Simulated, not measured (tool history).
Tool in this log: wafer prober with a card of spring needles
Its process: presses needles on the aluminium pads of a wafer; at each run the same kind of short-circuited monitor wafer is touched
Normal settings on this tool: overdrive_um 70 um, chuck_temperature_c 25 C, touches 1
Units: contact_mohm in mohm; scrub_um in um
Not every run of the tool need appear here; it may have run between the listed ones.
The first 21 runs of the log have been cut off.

| run | hour | overdrive_um | chuck_temperature_c | touches | contact_mohm | scrub_um |
|---|---|---|---|---|---|---|
|  | 400.5 | tips cleaned on abrasive film |
| 22 | 400.7 | 78 | 110 | 3 | 296 | 11.87 |
|  | 415.3 | tips cleaned on abrasive film |
| 23 | 415.3 | 83 | 51 | 2 | 285 | 12.65 |
|  | 429.6 | tips cleaned on abrasive film |
| 24 | 441.2 | 60 | 51 | 3 | 418 | 9.07 |
|  | 444.6 | tips cleaned on abrasive film |
|  | 460.2 | tips cleaned on abrasive film |
| 25 | 465.1 | 60 | 51 | 2 | 433 | 9.07 |
|  | 474.4 | tips cleaned on abrasive film |
| 26 | 486.9 | 70 | 65 | 2 | 459 | 10.59 |
|  | 489.5 | tips cleaned on abrasive film |
|  | 504.6 | tips cleaned on abrasive film |
| 27 | 514.8 | 73 | 25 | 1 | 543 | 11.07 |
|  | 520 | tips cleaned on abrasive film |
| 28 | 532 | 59 | 25 | 2 | 525 | 8.86 |
|  | 535.4 | tips cleaned on abrasive film |
|  | 551.1 | tips cleaned on abrasive film |
| 29 | 557.2 | 65 | 53 | 3 | 368 | 9.78 |
|  | 565.7 | tips cleaned on abrasive film |
| 30 | 577.8 | 65 | 53 | 3 | 410 | 9.75 |

5 options for the next run, each taken on its own from the tool as it stands now. Forecast them:
|  | 581.7 | tips cleaned on abrasive film |
|  | 597.3 | tips cleaned on abrasive film |
| A | 597.3 | 56 | 53 | 2 | ? | ? |
|  | 581.7 | tips cleaned on abrasive film |
|  | 597.3 | tips cleaned on abrasive film |
| B | 597.3 | 65 | 29 | 1 | ? | ? |
|  | 581.7 | tips cleaned on abrasive film |
|  | 597.3 | tips cleaned on abrasive film |
| C | 597.3 | 73 | 117 | 3 | ? | ? |
|  | 581.7 | tips cleaned on abrasive film |
|  | 597.3 | tips cleaned on abrasive film |
| D | 597.3 | 55 | 82 | 1 | ? | ? |
|  | 581.7 | tips cleaned on abrasive film |
|  | 597.3 | tips cleaned on abrasive film |
| E | 597.3 | 83 | 82 | 1 | ? | ? |

| run | contact_mohm | scrub_um |
|---|---|---|
| A | 320 | 8.35 |
| B | 314 | 9.74 |
| C | 307 | 10.97 |
| D | 346 | 8.16 |
| E | 306 | 12.55 |
With no hidden state in the tool, these same runs would have given:
| run | contact_mohm | scrub_um |
|---|---|---|
| A | 282 | 8.66 |
| B | 267 | 10.05 |
| C | 294 | 11.28 |
| D | 286 | 8.47 |
| E | 279 | 12.86 |
